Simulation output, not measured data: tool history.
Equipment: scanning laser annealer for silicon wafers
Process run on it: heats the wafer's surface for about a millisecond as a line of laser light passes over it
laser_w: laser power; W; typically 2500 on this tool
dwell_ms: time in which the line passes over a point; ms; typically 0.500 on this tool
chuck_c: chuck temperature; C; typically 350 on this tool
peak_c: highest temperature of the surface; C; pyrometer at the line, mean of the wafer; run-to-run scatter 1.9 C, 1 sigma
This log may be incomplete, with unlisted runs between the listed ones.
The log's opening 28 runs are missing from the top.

run 29 hour=235.6 | laser_w=2393 dwell_ms=0.500 chuck_c=338 | peak_c=1091
run 30 hour=243.4 | laser_w=2383 dwell_ms=0.500 chuck_c=338 | peak_c=1088
run 31 hour=249.5 | laser_w=2200 dwell_ms=0.435 chuck_c=319 | peak_c=957
run 32 hour=255.3 | laser_w=2200 dwell_ms=0.435 chuck_c=319 | peak_c=953
run 33 hour=261.3 | laser_w=2344 dwell_ms=0.429 chuck_c=350 | peak_c=1029
run 34 hour=270.3 | laser_w=2500 dwell_ms=0.500 chuck_c=315 | peak_c=1106
run 35 hour=282.2 | laser_w=2561 dwell_ms=0.500 chuck_c=350 | peak_c=1165
run 36 hour=287.8 | laser_w=2184 dwell_ms=0.382 chuck_c=350 | peak_c=943
run 37 hour=295.7 | laser_w=2184 dwell_ms=0.382 chuck_c=350 | peak_c=942
run 38 hour=302.9 | laser_w=2262 dwell_ms=0.372 chuck_c=350 | peak_c=958
run 39 hour=310.7 | laser_w=2262 dwell_ms=0.372 chuck_c=350 | peak_c=959
run 40 hour=322.6 | laser_w=2511 dwell_ms=0.372 chuck_c=365 | peak_c=1051
run 41 hour=328.7 | laser_w=2522 dwell_ms=0.372 chuck_c=312 | peak_c=1003

Branching from run 41: 4 alternative next runs. What would each branch give?
run A hour=340.6 | laser_w=2640 dwell_ms=0.381 chuck_c=314 | peak_c=?
run B hour=340.6 | laser_w=2166 dwell_ms=0.536 chuck_c=311 | peak_c=?
run C hour=340.6 | laser_w=2138 dwell_ms=0.383 chuck_c=350 | peak_c=?
run D hour=340.6 | laser_w=2500 dwell_ms=0.415 chuck_c=350 | peak_c=?

run=A peak_c=1051
run=B peak_c=1007
run=C peak_c=926
run=D peak_c=1073
Without the tool's unlogged condition, the same runs would have read:
run=A peak_c=1052
run=B peak_c=1008
run=C peak_c=927
run=D peak_c=1074

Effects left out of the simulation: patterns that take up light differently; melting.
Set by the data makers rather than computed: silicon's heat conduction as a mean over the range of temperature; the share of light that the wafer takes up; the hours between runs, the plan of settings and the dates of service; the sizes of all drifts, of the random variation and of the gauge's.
